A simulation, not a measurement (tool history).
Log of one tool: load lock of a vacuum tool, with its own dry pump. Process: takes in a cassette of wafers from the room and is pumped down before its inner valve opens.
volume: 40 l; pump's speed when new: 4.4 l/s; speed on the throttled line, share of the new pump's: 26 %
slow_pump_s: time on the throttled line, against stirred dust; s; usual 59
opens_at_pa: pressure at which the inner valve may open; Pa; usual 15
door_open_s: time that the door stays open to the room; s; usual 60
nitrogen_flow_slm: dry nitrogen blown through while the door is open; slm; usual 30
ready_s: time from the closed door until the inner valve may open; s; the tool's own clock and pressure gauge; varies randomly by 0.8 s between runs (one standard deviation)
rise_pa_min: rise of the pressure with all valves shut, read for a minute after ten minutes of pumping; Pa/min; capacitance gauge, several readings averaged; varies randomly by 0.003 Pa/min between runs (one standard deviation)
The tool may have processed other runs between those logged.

run	hour	slow_pump_s	opens_at_pa	door_open_s	nitrogen_flow_slm	incoming humidity of the room's air, %	ready_s	rise_pa_min
1	0	59	15	60	30	42.8	130.4	0.439
2	197.3	59	15	60	6	46.7	131.1	0.465
3	316.5	59	15	60	6	44.5	132.6	0.479
4	539.9	59	11	60	6	44.3	135.5	0.478
5	678.1	59	11	60	6	43.8	133.6	0.493
6	821.2	59	15	60	8	44.1	131.8	0.494
7	952.9	59	15	60	8	42.4	132.5	0.493
8	1159.6	57	15	60	30	44.4	129.9	0.507
9	1300.7	57	15	60	30	43	130.8	0.512
10	1443.9	57	16	60	30	45.3	130.1	0.509
11	1581.3	57	16	60	30	45	131.3	0.526
12	1689.5	57	16	60	30	44.6	131	0.539
13	1867.7	57	16	60	30	46.7	129.8	0.027
14	2002.3	57	16	60	30	44.9	130.4	0.025
15	2151	57	16	60	30	44	131.3	0.027
16	2246.6	57	16	60	30	43.8	130.9	0.033
17	2475.9	59	15	60	19	49.8	133	0.042
18	2690.8	59	15	60	19	47.5	133.9	0.041
19	2815.1	59	11	60	19	44.1	136.7	0.043
20	2923.2	50	15	80	30	43.4	127.5	0.041
21	3158.5	59	18	60	30	47	131.4	0.042
22	3296	59	16	65	30	43.7	132.9	0.039
23	3482.8	54	29	65	30	46.1	124.4	0.05
24	3629.6	59	15	151	30	45.8	134.2	0.055
25	3854.3	59	15	87	30	47.7	133.7	0.052
26	4067.9	59	15	87	30	43.9	134.2	0.055
27	4223.5	59	15	78	30	45.1	133.8	0.06
28	4418.5	43	22	78	30	45	118.9	0.059
29	4532.7	71	22	151	19	47	139.9	0.076
30	4643.1	71	22	151	19	46.9	139.2	0.087
31	4797.1	95	22	151	19	48.9	157	0.087
32	4996.1	59	10	60	7	40.3	140	0.086
33	5138.2	56	20	70	10	42.4	130.3	0.088
34	5345.2	42	11	200	23	45.8	128	0.096
35	5575.8	69	19	69	30	43.8	140.2	0.074
36	5708.6	69	19	69	30	43.8	139.6	0.077
37	5874.4	59	16	60	30	45.8	135.5	0.084

Between the runs listed above, the log contained 1 entry, not reproduced here. Where in the sequence does each belong, and how does what the log doesn't record of the tool's condition differ from the listed run before to the listed run after?
From run 12 to run 13: door's seal changed, seat wiped (hour 1867.7)
  pump's speed, % of a new pump's: 88.1 -> 87.9; leak at the door's seal, Pa l/s: 0.3383 -> 0.0028
  difference, measured minus the result without the unlogged condition, ready_s: +8.9 -> +8.8 s; rise_pa_min: +0.51 -> +0.002 Pa/min

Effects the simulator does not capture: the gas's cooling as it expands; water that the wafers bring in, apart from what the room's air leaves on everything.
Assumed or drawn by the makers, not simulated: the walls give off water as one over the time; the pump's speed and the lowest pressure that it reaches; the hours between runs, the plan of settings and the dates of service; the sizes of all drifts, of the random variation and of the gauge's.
